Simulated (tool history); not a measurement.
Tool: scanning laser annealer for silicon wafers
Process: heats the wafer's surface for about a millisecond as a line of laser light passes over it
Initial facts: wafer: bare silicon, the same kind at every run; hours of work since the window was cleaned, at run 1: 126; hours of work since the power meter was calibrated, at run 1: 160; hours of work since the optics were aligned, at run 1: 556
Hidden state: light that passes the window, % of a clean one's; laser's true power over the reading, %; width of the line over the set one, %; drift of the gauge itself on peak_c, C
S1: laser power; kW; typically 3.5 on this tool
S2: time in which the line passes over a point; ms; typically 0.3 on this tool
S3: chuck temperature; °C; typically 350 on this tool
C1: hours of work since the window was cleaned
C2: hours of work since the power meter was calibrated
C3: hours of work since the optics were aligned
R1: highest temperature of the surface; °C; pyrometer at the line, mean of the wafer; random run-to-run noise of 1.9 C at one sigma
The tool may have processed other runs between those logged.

run,hour,S1,S2,S3,C1,C2,C3,R1
1,0,3.5,0.3,350,126,160,556,1120
2,26,3.5,0.3,350,138,172,568,1117
3,63.8,3.5,0.215,350,156,190,586,994
4,90.1,3.554,0.215,350,168,202,598,1003
5,110.3,3.5,0.3,350,177,211,607,1120
6,136,3.5,0.3,350,189,223,619,1117
7,170.9,3.5,0.3,350,205,239,635,1119
8,213.3,3.5,0.361,350,225,259,655,1199
9,239.2,3.5,0.361,350,237,271,667,1205
10,273.5,3.5,0.361,350,253,287,683,1202
11,302.2,3.5,0.3,350,266,300,696,1117
12,342.6,3.5,0.3,350,285,319,715,1118
13,378.9,3.5,0.3,350,302,336,732,1118
# hour 387.1: window over the wafer cleaned
14,407.6,3.5,0.3,350,9,348,744,1120
15,449.6,3.5,0.276,350,29,367,763,1085
16,470.5,3.5,0.3,350,39,377,773,1117
17,493.9,3.5,0.3,350,49,388,784,1118
18,534.2,3.5,0.3,350,68,407,803,1122
19,572,3.5,0.3,375,86,424,820,1144
20,613.9,3.5,0.3,375,105,443,839,1147
21,645.5,3.806,0.294,381,120,458,854,1226
22,669.3,3.195,0.294,355,131,469,865,1032
23,694.9,3.206,0.294,350,142,481,877,1030
24,717.5,3.136,0.217,332,153,491,887,889
25,751.8,3.802,0.217,383,169,507,903,1095
26,797.2,3.802,0.217,383,190,528,924,1100
27,820.4,3.802,0.217,383,201,539,935,1098
28,853,3.802,0.217,383,216,554,950,1101
29,877.2,3.802,0.217,383,227,565,961,1097
30,913.7,3.802,0.217,383,244,582,978,1096
31,932,3.802,0.217,328,252,591,987,1040
32,955,3.703,0.238,336,263,601,997,1063
33,995.8,2.991,0.238,317,282,620,1016,870
34,1016.1,2.991,0.238,317,291,630,1026,867
# hour 1046.4: window over the wafer cleaned
35,1048.1,2.991,0.238,317,1,643,1039,873

Predict the results of run 36:
36,1074.7,2.991,0.238,317,13,656,1052,?

R1: 868 °C
On a tool with no hidden condition, and with the same random variation, this run would have come out at R1 869 °C.
